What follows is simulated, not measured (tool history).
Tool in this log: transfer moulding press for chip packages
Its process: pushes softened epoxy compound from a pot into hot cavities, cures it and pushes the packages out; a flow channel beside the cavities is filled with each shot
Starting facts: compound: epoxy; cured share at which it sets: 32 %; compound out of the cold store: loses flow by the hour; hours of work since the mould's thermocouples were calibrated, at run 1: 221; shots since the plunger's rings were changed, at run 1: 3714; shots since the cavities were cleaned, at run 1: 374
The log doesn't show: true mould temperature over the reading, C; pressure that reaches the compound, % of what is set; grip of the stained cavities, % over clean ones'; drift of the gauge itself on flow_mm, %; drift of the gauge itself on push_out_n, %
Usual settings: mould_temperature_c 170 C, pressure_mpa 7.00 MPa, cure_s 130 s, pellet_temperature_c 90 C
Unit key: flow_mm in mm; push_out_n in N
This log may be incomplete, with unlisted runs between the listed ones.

run,hour,mould_temperature_c,pressure_mpa,cure_s,pellet_temperature_c,hours of work since the mould's thermocouples were calibrated,shots since the plunger's rings were changed,shots since the cavities were cleaned,incoming compound's hours out of the cold store,flow_mm,push_out_n
1,0.0,170,7.00,130,90,221,3714,374,16.6,852,505
# hour 10.8: plunger's sealing rings changed
2,12.6,170,7.00,130,90,226,14,450,20.8,890,540
3,25.0,170,7.00,130,90,233,107,543,39.5,806,532
4,39.2,170,7.00,130,90,240,214,650,20.0,876,562
5,62.8,170,7.00,130,90,252,392,828,22.4,874,608
6,73.4,170,7.00,130,90,258,471,907,36.0,816,604
7,90.6,170,5.57,130,90,267,601,1037,41.5,701,617
# hour 107.7: cavities cleaned with cleaning compound and waxed
8,116.2,170,5.57,130,90,279,782,64,26.7,762,385
9,126.9,170,5.57,130,90,285,863,145,21.3,784,419
10,150.1,170,7.00,130,90,296,1037,319,9.2,935,506
11,160.7,170,7.00,130,90,302,1117,399,14.0,901,522
12,178.1,173,7.00,130,90,311,1248,530,21.5,848,521
13,191.3,173,7.00,130,90,318,1347,629,34.3,791,544
14,209.7,173,7.00,130,90,327,1485,767,37.3,788,541
15,234.2,173,7.00,130,90,340,1670,952,43.6,755,562
16,257.4,170,7.07,130,99,352,1845,1127,42.4,777,623
# hour 263.0: cavities cleaned with cleaning compound and waxed
17,277.2,170,7.00,130,90,361,1982,106,39.4,772,421
18,301.5,163,7.00,130,91,374,2165,289,43.6,787,706
19,312.9,173,5.52,130,84,380,2251,375,20.8,748,499
20,331.6,164,5.50,145,92,390,2391,515,34.7,721,641
21,342.0,168,8.01,155,98,395,2470,594,45.6,798,526
22,359.3,168,8.01,144,83,404,2600,724,19.3,929,581
23,379.7,165,7.33,144,83,414,2753,877,20.3,898,721
24,404.3,171,7.33,125,83,427,2939,1063,19.7,870,614
# hour 418.0: cavities cleaned with cleaning compound and waxed
25,425.0,171,7.33,125,83,437,3083,53,31.7,808,379
26,438.4,171,7.92,125,83,444,3184,154,30.9,843,439
27,448.8,171,7.92,152,90,449,3262,232,28.1,864,437
28,473.5,170,8.10,137,82,462,3448,418,24.2,876,537
29,488.2,170,5.73,165,90,470,3558,528,45.6,657,515
30,507.4,170,5.73,165,90,480,3703,673,18.0,762,540

Hidden condition of the tool, last listed run before each entry between runs versus first listed run after:
From run 1 to run 2: plunger's sealing rings changed (hour 10.8)
  true mould temperature over the reading, C: -0.59 -> -0.6; pressure that reaches the compound, % of what is set: 86.23 -> 99.84; grip of the stained cavities, % over clean ones': 44.4 -> 50.6
  difference, measured minus the result without the unlogged condition, flow_mm: -63 -> +2 mm; push_out_n: +161 -> +188 N
From run 7 to run 8: cavities cleaned with cleaning compound and waxed (hour 107.7)
  true mould temperature over the reading, C: -0.68 -> -0.71; pressure that reaches the compound, % of what is set: 97.65 -> 97; grip of the stained cavities, % over clean ones': 77.2 -> 10.7
  difference, measured minus the result without the unlogged condition, flow_mm: -6 -> -9 mm; push_out_n: +276 -> +45 N
From run 16 to run 17: cavities cleaned with cleaning compound and waxed (hour 263.0)
  true mould temperature over the reading, C: -0.84 -> -0.86; pressure that reaches the compound, % of what is set: 93.19 -> 92.69; grip of the stained cavities, % over clean ones': 79.5 -> 20.1
  difference, measured minus the result without the unlogged condition, flow_mm: -25 -> -26 mm; push_out_n: +284 -> +79 N
From run 24 to run 25: cavities cleaned with cleaning compound and waxed (hour 418.0)
  true mould temperature over the reading, C: -0.99 -> -1.01; pressure that reaches the compound, % of what is set: 89.21 -> 88.67; grip of the stained cavities, % over clean ones': 78.9 -> 9.7
  difference, measured minus the result without the unlogged condition, flow_mm: -47 -> -46 mm; push_out_n: +284 -> +45 N
